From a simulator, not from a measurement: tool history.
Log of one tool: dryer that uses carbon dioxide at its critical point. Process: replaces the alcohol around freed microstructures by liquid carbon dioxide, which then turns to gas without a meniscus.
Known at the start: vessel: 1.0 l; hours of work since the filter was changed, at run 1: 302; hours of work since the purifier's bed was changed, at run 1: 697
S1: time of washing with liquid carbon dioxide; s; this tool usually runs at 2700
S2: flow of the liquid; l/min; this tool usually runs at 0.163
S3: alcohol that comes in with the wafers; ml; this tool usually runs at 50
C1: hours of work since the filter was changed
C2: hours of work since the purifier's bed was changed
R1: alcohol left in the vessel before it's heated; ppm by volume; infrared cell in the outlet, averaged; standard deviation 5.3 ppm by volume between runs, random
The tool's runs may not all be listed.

| run | hour | S1 | S2 | S3 | C1 | C2 | R1 |
|---|---|---|---|---|---|---|---|
| 1 | 0.0 | 2700 | 0.163 | 50 | 302 | 697 | 322 |
| 2 | 63.7 | 2700 | 0.163 | 50 | 339 | 734 | 339 |
| 3 | 119.0 | 2700 | 0.180 | 50 | 371 | 766 | 285 |
| 4 | 157.3 | 2700 | 0.180 | 50 | 393 | 788 | 280 |
|  | 193.2 | purifier's bed changed |
| 5 | 200.6 | 2700 | 0.180 | 50 | 417 | 4 | 97 |
| 6 | 250.1 | 2700 | 0.180 | 50 | 445 | 33 | 113 |
| 7 | 284.9 | 2700 | 0.180 | 50 | 466 | 53 | 114 |
| 8 | 335.5 | 2700 | 0.180 | 50 | 495 | 83 | 131 |
| 9 | 403.9 | 2700 | 0.180 | 50 | 535 | 122 | 139 |
| 10 | 460.3 | 2700 | 0.163 | 50 | 567 | 155 | 236 |
| 11 | 499.4 | 2700 | 0.163 | 22 | 590 | 178 | 130 |
|  | 516.0 | inlet filter changed |
| 12 | 570.4 | 2700 | 0.163 | 50 | 32 | 218 | 180 |
| 13 | 630.8 | 2700 | 0.254 | 50 | 67 | 253 | 69 |
| 14 | 661.3 | 2700 | 0.254 | 50 | 84 | 271 | 75 |
| 15 | 717.8 | 2700 | 0.254 | 64 | 117 | 304 | 89 |
| 16 | 754.9 | 2700 | 0.254 | 64 | 139 | 325 | 83 |
| 17 | 815.1 | 2700 | 0.163 | 67 | 174 | 360 | 273 |
| 18 | 853.2 | 1920 | 0.163 | 50 | 196 | 382 | 868 |
| 19 | 889.1 | 2700 | 0.109 | 50 | 216 | 403 | 1098 |
| 20 | 929.5 | 2700 | 0.163 | 50 | 240 | 427 | 260 |
| 21 | 961.4 | 2700 | 0.163 | 50 | 258 | 445 | 262 |
| 22 | 1006.1 | 2700 | 0.108 | 50 | 284 | 471 | 1184 |
| 23 | 1071.9 | 2700 | 0.163 | 50 | 322 | 509 | 278 |
| 24 | 1109.6 | 2700 | 0.163 | 50 | 344 | 531 | 299 |
| 25 | 1156.5 | 2040 | 0.225 | 50 | 372 | 558 | 282 |
| 26 | 1186.1 | 1920 | 0.241 | 40 | 389 | 575 | 250 |
| 27 | 1245.5 | 1920 | 0.241 | 40 | 423 | 610 | 270 |
| 28 | 1314.8 | 2700 | 0.163 | 62 | 463 | 650 | 390 |
| 29 | 1381.6 | 3960 | 0.102 | 88 | 502 | 689 | 686 |
| 30 | 1434.1 | 2520 | 0.099 | 50 | 533 | 719 | 2260 |
| 31 | 1472.0 | 3840 | 0.240 | 50 | 555 | 741 | 188 |
| 32 | 1515.9 | 3840 | 0.203 | 21 | 580 | 767 | 183 |
|  | 1551.6 | inlet filter changed |
| 33 | 1558.5 | 1800 | 0.144 | 48 | 4 | 791 | 1515 |
|  | 1591.3 | purifier's bed changed |
| 34 | 1615.1 | 1800 | 0.144 | 48 | 35 | 14 | 1350 |
| 35 | 1663.1 | 2400 | 0.163 | 49 | 63 | 42 | 249 |
| 36 | 1714.1 | 2700 | 0.167 | 118 | 93 | 71 | 281 |
| 37 | 1765.5 | 2340 | 0.099 | 29 | 122 | 101 | 1256 |
| 38 | 1804.5 | 2280 | 0.099 | 29 | 145 | 124 | 1354 |
| 39 | 1866.4 | 3780 | 0.099 | 66 | 181 | 160 | 450 |
| 40 | 1923.3 | 2160 | 0.224 | 50 | 214 | 193 | 138 |
| 41 | 1978.4 | 2160 | 0.224 | 50 | 246 | 225 | 142 |

Estimate the outcome of run 42 from the log above:
| 42 | 2013.7 | 3180 | 0.163 | 36 | 266 | 245 | ? |

{"run 42": {"R1": 104}}
Were there no unlogged condition in the tool, this run, its random variation unchanged, would have produced R1 31 ppm by volume.
